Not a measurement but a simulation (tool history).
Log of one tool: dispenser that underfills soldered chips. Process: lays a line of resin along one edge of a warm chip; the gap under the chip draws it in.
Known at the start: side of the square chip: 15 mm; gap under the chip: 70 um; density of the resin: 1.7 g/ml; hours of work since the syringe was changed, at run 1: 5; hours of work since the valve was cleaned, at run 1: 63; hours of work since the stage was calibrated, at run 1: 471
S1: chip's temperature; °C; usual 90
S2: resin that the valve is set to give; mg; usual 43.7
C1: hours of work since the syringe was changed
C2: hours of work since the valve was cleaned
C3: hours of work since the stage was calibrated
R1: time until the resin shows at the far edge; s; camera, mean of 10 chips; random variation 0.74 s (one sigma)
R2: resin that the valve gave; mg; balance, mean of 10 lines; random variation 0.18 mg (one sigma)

{"run": 1, "hour": 0.0, "S1": 90, "S2": 43.7, "C1": 5, "C2": 63, "C3": 471, "R1": 91.7, "R2": 41.16}
{"hour": 8.3, "done": "new syringe of resin"}
{"run": 2, "hour": 12.0, "S1": 104, "S2": 43.7, "C1": 3, "C2": 72, "C3": 479, "R1": 49.6, "R2": 40.61}
{"hour": 20.4, "done": "dispensing valve cleaned and set on the balance"}
{"hour": 24.9, "done": "new syringe of resin"}
{"run": 3, "hour": 28.0, "S1": 90, "S2": 47.4, "C1": 2, "C2": 5, "C3": 490, "R1": 82.5, "R2": 47.39}
{"hour": 40.4, "done": "new syringe of resin"}
{"run": 4, "hour": 41.6, "S1": 90, "S2": 45.0, "C1": 1, "C2": 15, "C3": 500, "R1": 78.7, "R2": 44.0}
{"run": 5, "hour": 50.8, "S1": 90, "S2": 50.1, "C1": 8, "C2": 22, "C3": 506, "R1": 107.5, "R2": 49.05}
{"hour": 56.2, "done": "new syringe of resin"}
{"run": 6, "hour": 68.4, "S1": 90, "S2": 50.1, "C1": 9, "C2": 34, "C3": 519, "R1": 111.8, "R2": 47.95}
{"hour": 71.2, "done": "new syringe of resin"}
{"run": 7, "hour": 77.9, "S1": 80, "S2": 37.9, "C1": 5, "C2": 41, "C3": 526, "R1": 146.3, "R2": 36.39}
{"hour": 86.6, "done": "new syringe of resin"}
{"run": 8, "hour": 93.9, "S1": 80, "S2": 37.9, "C1": 5, "C2": 53, "C3": 537, "R1": 152.1, "R2": 36.03}
{"hour": 101.8, "done": "new syringe of resin"}
{"run": 9, "hour": 108.6, "S1": 103, "S2": 49.0, "C1": 5, "C2": 63, "C3": 548, "R1": 56.5, "R2": 45.81}
{"hour": 116.6, "done": "new syringe of resin"}
{"run": 10, "hour": 122.4, "S1": 95, "S2": 39.3, "C1": 4, "C2": 73, "C3": 558, "R1": 76.4, "R2": 36.33}
{"hour": 128.6, "done": "dispensing valve cleaned and set on the balance"}
{"hour": 132.6, "done": "new syringe of resin"}
{"run": 11, "hour": 137.3, "S1": 99, "S2": 49.5, "C1": 3, "C2": 6, "C3": 568, "R1": 59.2, "R2": 49.65}

3 ways to go on from here, each from the tool as it stands after run 11. What would each give?
{"hour": 147.9, "done": "new syringe of resin"}
{"run": "A", "hour": 155.4, "S1": 81, "S2": 41.6, "C1": 5, "C2": 19, "C3": 581, "R1": "?", "R2": "?"}
{"hour": 147.9, "done": "new syringe of resin"}
{"run": "B", "hour": 155.4, "S1": 88, "S2": 37.5, "C1": 5, "C2": 19, "C3": 581, "R1": "?", "R2": "?"}
{"hour": 147.9, "done": "new syringe of resin"}
{"run": "C", "hour": 155.4, "S1": 87, "S2": 43.3, "C1": 5, "C2": 19, "C3": 581, "R1": "?", "R2": "?"}

run=A R1=144.7 R2=40.99
run=B R1=112.4 R2=36.85
run=C R1=110.1 R2=42.90
Without the tool's hidden state the same runs would have given:
run=A R1=99.5 R2=41.63
run=B R1=77.6 R2=37.43
run=C R1=75.9 R2=43.57

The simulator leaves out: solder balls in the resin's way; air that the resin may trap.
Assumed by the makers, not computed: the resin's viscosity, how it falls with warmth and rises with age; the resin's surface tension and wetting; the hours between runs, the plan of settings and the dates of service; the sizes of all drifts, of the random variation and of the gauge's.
